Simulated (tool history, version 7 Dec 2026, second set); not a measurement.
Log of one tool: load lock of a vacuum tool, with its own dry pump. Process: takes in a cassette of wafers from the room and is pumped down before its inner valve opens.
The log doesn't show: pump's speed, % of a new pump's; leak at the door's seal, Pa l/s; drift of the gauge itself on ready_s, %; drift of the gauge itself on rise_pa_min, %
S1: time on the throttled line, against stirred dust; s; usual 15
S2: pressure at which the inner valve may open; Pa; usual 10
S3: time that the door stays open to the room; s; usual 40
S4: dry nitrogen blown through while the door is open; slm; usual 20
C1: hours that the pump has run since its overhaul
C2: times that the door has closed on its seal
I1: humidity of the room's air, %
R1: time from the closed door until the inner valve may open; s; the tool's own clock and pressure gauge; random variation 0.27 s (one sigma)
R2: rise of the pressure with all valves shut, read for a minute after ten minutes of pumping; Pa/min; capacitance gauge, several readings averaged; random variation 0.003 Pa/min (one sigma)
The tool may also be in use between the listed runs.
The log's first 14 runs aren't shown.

{"run": 15, "hour": 3286.6, "S1": 15, "S2": 10, "S3": 40, "S4": 20, "C1": 17709, "C2": 44034, "I1": 45.4, "R1": 33.2, "R2": 0.316}
{"run": 16, "hour": 3585.8, "S1": 15, "S2": 10, "S3": 40, "S4": 20, "C1": 18008, "C2": 45005, "I1": 44.4, "R1": 33.3, "R2": 0.329}
{"run": 17, "hour": 3888.4, "S1": 15, "S2": 10, "S3": 40, "S4": 20, "C1": 18311, "C2": 45986, "I1": 44.6, "R1": 33.1, "R2": 0.339}
{"run": 18, "hour": 4119.6, "S1": 15, "S2": 10, "S3": 40, "S4": 20, "C1": 18542, "C2": 46737, "I1": 43.9, "R1": 33.2, "R2": 0.35}
{"run": 19, "hour": 4306.3, "S1": 23, "S2": 7, "S3": 100, "S4": 8, "C1": 18729, "C2": 47342, "I1": 42.2, "R1": 39.4, "R2": 0.381}
{"run": 20, "hour": 4614.0, "S1": 18, "S2": 11, "S3": 77, "S4": 15, "C1": 19037, "C2": 48341, "I1": 41.0, "R1": 35.0, "R2": 0.386}
{"run": 21, "hour": 4838.0, "S1": 15, "S2": 8, "S3": 40, "S4": 20, "C1": 19261, "C2": 49068, "I1": 41.8, "R1": 33.7, "R2": 0.365}
{"run": 22, "hour": 5082.3, "S1": 15, "S2": 10, "S3": 42, "S4": 20, "C1": 19505, "C2": 49861, "I1": 46.2, "R1": 33.4, "R2": 0.377}
{"run": 23, "hour": 5281.3, "S1": 15, "S2": 10, "S3": 42, "S4": 20, "C1": 19704, "C2": 50506, "I1": 39.4, "R1": 33.4, "R2": 0.37}
{"run": 24, "hour": 5587.0, "S1": 25, "S2": 10, "S3": 42, "S4": 20, "C1": 20010, "C2": 51498, "I1": 42.7, "R1": 39.8, "R2": 0.395}
{"run": 25, "hour": 5831.1, "S1": 15, "S2": 14, "S3": 77, "S4": 17, "C1": 20254, "C2": 52290, "I1": 41.3, "R1": 33.0, "R2": 0.404}
{"run": 26, "hour": 6080.6, "S1": 11, "S2": 11, "S3": 32, "S4": 23, "C1": 20503, "C2": 53100, "I1": 44.8, "R1": 30.7, "R2": 0.397}
{"run": 27, "hour": 6333.4, "S1": 8, "S2": 14, "S3": 40, "S4": 20, "C1": 20756, "C2": 53920, "I1": 44.3, "R1": 27.7, "R2": 0.407}
{"run": 28, "hour": 6599.3, "S1": 8, "S2": 14, "S3": 40, "S4": 20, "C1": 21022, "C2": 54783, "I1": 48.3, "R1": 28.3, "R2": 0.429}
{"run": 29, "hour": 6909.3, "S1": 8, "S2": 14, "S3": 40, "S4": 20, "C1": 21332, "C2": 55789, "I1": 41.9, "R1": 28.1, "R2": 0.434}
{"run": 30, "hour": 7151.9, "S1": 8, "S2": 14, "S3": 40, "S4": 20, "C1": 21575, "C2": 56576, "I1": 43.8, "R1": 28.3, "R2": 0.438}
{"run": 31, "hour": 7397.0, "S1": 8, "S2": 14, "S3": 40, "S4": 20, "C1": 21820, "C2": 57371, "I1": 44.3, "R1": 28.3, "R2": 0.441}
{"run": 32, "hour": 7686.2, "S1": 8, "S2": 14, "S3": 40, "S4": 20, "C1": 22109, "C2": 58310, "I1": 42.4, "R1": 28.3, "R2": 0.449}
{"hour": 7843.0, "done": "dry pump taken out, an overhauled one fitted"}
{"run": 33, "hour": 7843.0, "S1": 8, "S2": 14, "S3": 109, "S4": 20, "C1": 0, "C2": 58799, "I1": 47.5, "R1": 24.7, "R2": 0.494}
{"run": 34, "hour": 8176.9, "S1": 8, "S2": 14, "S3": 109, "S4": 20, "C1": 334, "C2": 59883, "I1": 44.5, "R1": 24.0, "R2": 0.503}
{"run": 35, "hour": 8402.8, "S1": 13, "S2": 19, "S3": 26, "S4": 28, "C1": 560, "C2": 60616, "I1": 45.6, "R1": 27.7, "R2": 0.473}
{"run": 36, "hour": 8615.8, "S1": 13, "S2": 19, "S3": 26, "S4": 28, "C1": 773, "C2": 61307, "I1": 45.8, "R1": 27.7, "R2": 0.487}

5 ways to go on from here, each from the tool as it stands after run 36. What would each give?
{"run": "A", "hour": 8843.3, "S1": 27, "S2": 9, "S3": 26, "S4": 28, "C1": 1000, "C2": 62045, "I1": 44.4, "R1": "?", "R2": "?"}
{"run": "B", "hour": 8843.3, "S1": 10, "S2": 19, "S3": 26, "S4": 40, "C1": 1000, "C2": 62045, "I1": 46.1, "R1": "?", "R2": "?"}
{"run": "C", "hour": 8843.3, "S1": 15, "S2": 10, "S3": 44, "S4": 20, "C1": 1000, "C2": 62045, "I1": 42.8, "R1": "?", "R2": "?"}
{"run": "D", "hour": 8843.3, "S1": 14, "S2": 10, "S3": 40, "S4": 20, "C1": 1000, "C2": 62045, "I1": 44.9, "R1": "?", "R2": "?"}
{"run": "E", "hour": 8843.3, "S1": 9, "S2": 19, "S3": 181, "S4": 7, "C1": 1000, "C2": 62045, "I1": 45.7, "R1": "?", "R2": "?"}

run=A R1=39.7 R2=0.483
run=B R1=25.5 R2=0.491
run=C R1=30.2 R2=0.500
run=D R1=29.2 R2=0.505
run=E R1=25.0 R2=0.568
Without the tool's hidden state the same runs would have given:
run=A R1=39.4 R2=0.041
run=B R1=25.1 R2=0.037
run=C R1=29.8 R2=0.053
run=D R1=28.8 R2=0.055
run=E R1=24.6 R2=0.118

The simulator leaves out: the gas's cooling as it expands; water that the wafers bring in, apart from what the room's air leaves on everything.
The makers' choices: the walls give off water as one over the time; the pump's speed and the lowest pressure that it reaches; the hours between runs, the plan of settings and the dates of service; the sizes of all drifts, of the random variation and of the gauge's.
